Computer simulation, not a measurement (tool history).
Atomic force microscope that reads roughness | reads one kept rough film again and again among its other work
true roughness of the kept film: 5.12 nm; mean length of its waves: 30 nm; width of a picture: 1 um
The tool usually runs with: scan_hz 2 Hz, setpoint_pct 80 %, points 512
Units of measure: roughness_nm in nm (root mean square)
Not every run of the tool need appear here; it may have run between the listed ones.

run 1 day=0 | scan_hz=2 setpoint_pct=80 points=512 | roughness_nm=2.967
run 2 day=0.208 | scan_hz=2 setpoint_pct=80 points=512 | roughness_nm=2.943
run 3 day=0.433 | scan_hz=2 setpoint_pct=80 points=512 | roughness_nm=2.898
run 4 day=0.779 | scan_hz=2 setpoint_pct=80 points=512 | roughness_nm=2.854
run 5 day=1.004 | scan_hz=2 setpoint_pct=80 points=512 | roughness_nm=2.828
run 6 day=1.212 | scan_hz=2 setpoint_pct=80 points=512 | roughness_nm=2.789
run 7 day=1.421 | scan_hz=2 setpoint_pct=80 points=512 | roughness_nm=2.782
-- day=1.479 height scale calibrated on a step standard
run 8 day=1.625 | scan_hz=2 setpoint_pct=80 points=512 | roughness_nm=2.787
run 9 day=1.9 | scan_hz=2 setpoint_pct=80 points=512 | roughness_nm=2.748
-- day=2.054 new tip fitted
-- day=2.212 height scale calibrated on a step standard, once more
run 10 day=2.212 | scan_hz=2 setpoint_pct=80 points=512 | roughness_nm=3.642
run 11 day=2.55 | scan_hz=2 setpoint_pct=80 points=512 | roughness_nm=3.545
run 12 day=2.733 | scan_hz=1.08 setpoint_pct=60 points=512 | roughness_nm=4.063
run 13 day=2.929 | scan_hz=1.78 setpoint_pct=60 points=745 | roughness_nm=3.983
run 14 day=3.083 | scan_hz=1.78 setpoint_pct=60 points=745 | roughness_nm=3.961
run 15 day=3.362 | scan_hz=0.57 setpoint_pct=64 points=512 | roughness_nm=4.01
run 16 day=3.558 | scan_hz=1.52 setpoint_pct=67 points=389 | roughness_nm=3.751
run 17 day=3.9 | scan_hz=2 setpoint_pct=69 points=990 | roughness_nm=3.608
run 18 day=4.083 | scan_hz=2 setpoint_pct=69 points=990 | roughness_nm=3.555
run 19 day=4.258 | scan_hz=2 setpoint_pct=68 points=934 | roughness_nm=3.561
run 20 day=4.583 | scan_hz=2 setpoint_pct=72 points=1003 | roughness_nm=3.395
run 21 day=4.896 | scan_hz=1.06 setpoint_pct=72 points=1012 | roughness_nm=3.582
run 22 day=5.154 | scan_hz=0.91 setpoint_pct=62 points=816 | roughness_nm=3.589

What if the next run were any one of these 4? Each begins from the tool's condition after run 22:
run A day=5.517 | scan_hz=1.02 setpoint_pct=68 points=420 | roughness_nm=?
run B day=5.517 | scan_hz=0.91 setpoint_pct=63 points=613 | roughness_nm=?
run C day=5.517 | scan_hz=2 setpoint_pct=60 points=512 | roughness_nm=?
run D day=5.517 | scan_hz=0.91 setpoint_pct=62 points=512 | roughness_nm=?

run=A roughness_nm=3.457
run=B roughness_nm=3.531
run=C roughness_nm=3.421
run=D roughness_nm=3.548
What these runs would have given with no unlogged condition in the tool:
run=A roughness_nm=4.158
run=B roughness_nm=4.247
run=C roughness_nm=4.115
run=D roughness_nm=4.267
